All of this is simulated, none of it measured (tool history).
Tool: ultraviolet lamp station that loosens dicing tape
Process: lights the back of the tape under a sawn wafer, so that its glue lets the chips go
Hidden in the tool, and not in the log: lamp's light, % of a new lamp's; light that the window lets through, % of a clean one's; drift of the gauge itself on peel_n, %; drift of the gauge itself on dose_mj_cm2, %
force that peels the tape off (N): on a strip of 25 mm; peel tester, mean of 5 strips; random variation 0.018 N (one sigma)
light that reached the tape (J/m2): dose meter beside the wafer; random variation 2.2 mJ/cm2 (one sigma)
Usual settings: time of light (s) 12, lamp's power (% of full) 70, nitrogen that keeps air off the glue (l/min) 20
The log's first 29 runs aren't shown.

| run | hour | time of light (s) | lamp's power (% of full) | nitrogen that keeps air off the glue (l/min) | hours of work of the lamp | hours of work since the window was cleaned | force that peels the tape off (N) | light that reached the tape (J/m2) |
|---|---|---|---|---|---|---|---|---|
| 30 | 589.6 | 6 | 60 | 20 | 842 | 416 | 4.011 | 460 |
| 31 | 616.1 | 21 | 88 | 8 | 863 | 437 | 1.040 | 2360 |
| 32 | 637.0 | 9 | 94 | 14 | 880 | 454 | 2.385 | 1080 |
|  | 641.5 | window cleaned of glue's vapour |
| 33 | 665.2 | 9 | 94 | 14 | 902 | 19 | 2.015 | 1230 |
| 34 | 685.2 | 9 | 94 | 14 | 918 | 35 | 1.945 | 1260 |
| 35 | 699.7 | 12 | 92 | 20 | 930 | 46 | 1.130 | 1610 |
| 36 | 715.7 | 13 | 89 | 8 | 943 | 59 | 1.780 | 1670 |
| 37 | 732.1 | 18 | 71 | 40 | 956 | 72 | 0.661 | 1820 |
| 38 | 748.6 | 18 | 71 | 40 | 969 | 85 | 0.629 | 1780 |
|  | 758.1 | lamp changed |
| 39 | 773.3 | 18 | 71 | 40 | 12 | 104 | 0.338 | 2780 |
| 40 | 785.4 | 18 | 71 | 40 | 22 | 114 | 0.337 | 2750 |
| 41 | 802.0 | 17 | 70 | 20 | 35 | 127 | 0.510 | 2560 |

Run 42 comes next. What will it give?
| 42 | 825.2 | 12 | 70 | 17 | 54 | 146 | ? | ? |

{"run 42": {"force that peels the tape off (N)": 1.085, "light that reached the tape (J/m2)": 1760}}
Without the tool's hidden state the same run would have given force that peels the tape off (N) 0.935, light that reached the tape (J/m2) 1930.

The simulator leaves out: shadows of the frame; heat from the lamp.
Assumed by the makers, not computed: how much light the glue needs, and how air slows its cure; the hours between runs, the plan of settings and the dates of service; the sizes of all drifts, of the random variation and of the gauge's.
